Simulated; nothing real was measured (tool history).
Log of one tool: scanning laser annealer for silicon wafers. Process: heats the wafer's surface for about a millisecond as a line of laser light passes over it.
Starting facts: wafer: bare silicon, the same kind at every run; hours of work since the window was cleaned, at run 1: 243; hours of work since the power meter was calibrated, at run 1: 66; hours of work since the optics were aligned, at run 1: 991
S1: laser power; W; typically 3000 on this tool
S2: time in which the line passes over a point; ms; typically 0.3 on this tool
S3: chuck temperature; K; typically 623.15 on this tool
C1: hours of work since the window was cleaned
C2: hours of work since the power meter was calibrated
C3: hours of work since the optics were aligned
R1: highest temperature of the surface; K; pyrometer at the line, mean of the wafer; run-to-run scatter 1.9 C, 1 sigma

| run | hour | S1 | S2 | S3 | C1 | C2 | C3 | R1 |
|---|---|---|---|---|---|---|---|---|
| 1 | 0 | 3000 | 0.3 | 623.15 | 243 | 66 | 991 | 1352.15 |
| 2 | 5.6 | 3000 | 0.332 | 623.15 | 247 | 70 | 995 | 1392.15 |
| 3 | 16.3 | 3000 | 0.3 | 623.15 | 255 | 78 | 1003 | 1350.15 |
| 4 | 21.7 | 3000 | 0.3 | 623.15 | 258 | 82 | 1007 | 1350.15 |
| 5 | 27.9 | 3000 | 0.3 | 623.15 | 263 | 86 | 1011 | 1349.15 |
| 6 | 33.7 | 3000 | 0.3 | 623.15 | 267 | 91 | 1015 | 1351.15 |
| 7 | 41.1 | 3000 | 0.3 | 623.15 | 272 | 96 | 1021 | 1353.15 |
| 8 | 47.8 | 3000 | 0.3 | 623.15 | 277 | 101 | 1025 | 1348.15 |
| 9 | 57.8 | 3000 | 0.3 | 623.15 | 284 | 108 | 1033 | 1348.15 |
| 10 | 66 | 3000 | 0.3 | 623.15 | 290 | 114 | 1038 | 1347.15 |
|  | 68.6 | window over the wafer cleaned |
| 11 | 79 | 2882 | 0.3 | 623.15 | 7 | 122 | 1046 | 1313.15 |
| 12 | 85.8 | 2690 | 0.28 | 623.15 | 12 | 127 | 1051 | 1243.15 |
| 13 | 96.6 | 2858 | 0.254 | 649.15 | 20 | 134 | 1059 | 1278.15 |
|  | 101.7 | window over the wafer cleaned, once more |
| 14 | 107.1 | 2858 | 0.254 | 649.15 | 4 | 141 | 1065 | 1298.15 |
| 15 | 113.1 | 2620 | 0.272 | 599.15 | 8 | 145 | 1070 | 1214.15 |

Take each entry between the runs: how does the hidden state at the last listed run before it differ from the hidden state at the first listed run after it?
In the gap between runs 10 and 11: window over the wafer cleaned (hour 68.6)
  light that passes the window, % of a clean one's: 97.1 -> 96.55; laser's true power over the reading, %: 0.12 -> 0.11; width of the line over the set one, %: 2.18 -> 2.19
  measured value less the no-hidden-state value, R1: -30 -> -33 K
In the gap between runs 13 and 14: window over the wafer cleaned, once more (hour 101.7)
  light that passes the window, % of a clean one's: 96.42 -> 99.37; width of the line over the set one, %: 2.21 -> 2.22
  measured value less the no-hidden-state value, R1: -31 -> -12 K
